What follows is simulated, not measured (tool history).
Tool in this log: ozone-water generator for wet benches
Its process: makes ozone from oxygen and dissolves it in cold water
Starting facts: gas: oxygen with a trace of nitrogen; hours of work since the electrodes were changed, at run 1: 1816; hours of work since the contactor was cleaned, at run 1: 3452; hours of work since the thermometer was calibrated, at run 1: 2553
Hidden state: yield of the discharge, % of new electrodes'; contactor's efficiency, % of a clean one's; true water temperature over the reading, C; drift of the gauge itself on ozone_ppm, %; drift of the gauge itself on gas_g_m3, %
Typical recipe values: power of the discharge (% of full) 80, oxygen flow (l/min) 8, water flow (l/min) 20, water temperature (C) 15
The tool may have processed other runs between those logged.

| run | hour | power of the discharge (% of full) | oxygen flow (l/min) | water flow (l/min) | water temperature (C) | hours of work since the electrodes were changed | hours of work since the contactor was cleaned | hours of work since the thermometer was calibrated | dissolved ozone (ppm) | ozone in the gas ahead of the water (g/m3) |
|---|---|---|---|---|---|---|---|---|---|---|
| 1 | 0 | 80 | 8 | 20 | 15 | 1816 | 3452 | 2553 | 39 | 262.2 |
| 2 | 39 | 80 | 8 | 18 | 15 | 1853 | 3489 | 2589 | 41.4 | 261.9 |
| 3 | 75.6 | 80 | 8 | 18 | 15 | 1888 | 3524 | 2624 | 41.3 | 264.4 |
| 4 | 108.7 | 80 | 8 | 18 | 15 | 1919 | 3555 | 2655 | 41.8 | 263.8 |
| 5 | 167.8 | 80 | 8 | 20 | 15 | 1975 | 3611 | 2711 | 39 | 261.7 |
| 6 | 202.7 | 80 | 4.82 | 20 | 15 | 2008 | 3644 | 2744 | 38.9 | 345.2 |
| 7 | 248.3 | 80 | 4.82 | 20 | 15 | 2051 | 3687 | 2787 | 39.3 | 342 |
| 8 | 289.8 | 80 | 7.13 | 20 | 15 | 2090 | 3726 | 2826 | 39.3 | 277 |
| 9 | 331.1 | 80 | 7.13 | 20 | 15 | 2129 | 3765 | 2865 | 39.4 | 277.8 |
| 10 | 365.5 | 80 | 7.13 | 20 | 15 | 2161 | 3797 | 2898 | 38.7 | 278.7 |
| 11 | 401.4 | 47 | 5.99 | 31 | 7 | 2195 | 3831 | 2932 | 20.6 | 201.9 |
| 12 | 455.6 | 48 | 9.61 | 13 | 12 | 2247 | 3882 | 2983 | 34.3 | 160.4 |
| 13 | 515 | 48 | 9.61 | 13 | 12 | 2303 | 3939 | 3039 | 34.3 | 160.3 |
| 14 | 544.8 | 48 | 9.61 | 13 | 12 | 2331 | 3967 | 3067 | 34.2 | 157.8 |
| 15 | 578.4 | 46 | 8 | 20 | 15 | 2362 | 3998 | 3099 | 25.5 | 168.4 |
| 16 | 606.6 | 50 | 8 | 29 | 15 | 2389 | 4025 | 3125 | 21.1 | 181.8 |
| 17 | 669.3 | 50 | 8 | 29 | 15 | 2448 | 4084 | 3184 | 21.4 | 181.5 |
| 18 | 702.3 | 80 | 12.97 | 14 | 15 | 2479 | 4115 | 3216 | 43.6 | 202.6 |
| 19 | 765.3 | 80 | 12.97 | 14 | 15 | 2539 | 4175 | 3275 | 43.2 | 202 |
| 20 | 813.8 | 80 | 8 | 20 | 15 | 2585 | 4221 | 3321 | 38.7 | 261.5 |

5 ways to go on from here, each from the tool as it stands after run 20. What would each give?
| A | 850.3 | 94 | 9.61 | 20 | 15 | 2619 | 4255 | 3355 | ? | ? |
| B | 850.3 | 75 | 6.03 | 20 | 8 | 2619 | 4255 | 3355 | ? | ? |
| C | 850.3 | 49 | 8 | 20 | 15 | 2619 | 4255 | 3355 | ? | ? |
| D | 850.3 | 48 | 8 | 20 | 15 | 2619 | 4255 | 3355 | ? | ? |
| E | 850.3 | 73 | 8 | 15 | 14 | 2619 | 4255 | 3355 | ? | ? |

| run | dissolved ozone (ppm) | ozone in the gas ahead of the water (g/m3) |
|---|---|---|
| A | 43.6 | 265.9 |
| B | 41.4 | 287.3 |
| C | 26.8 | 176.4 |
| D | 26.5 | 175 |
| E | 43.3 | 242.3 |
Take away the tool's hidden state, keep each run's random variation, and the runs would have read:
| run | dissolved ozone (ppm) | ozone in the gas ahead of the water (g/m3) |
|---|---|---|
| A | 43.7 | 270.7 |
| B | 41.4 | 292.4 |
| C | 26.9 | 179.5 |
| D | 26.6 | 178 |
| E | 43.4 | 246.5 |
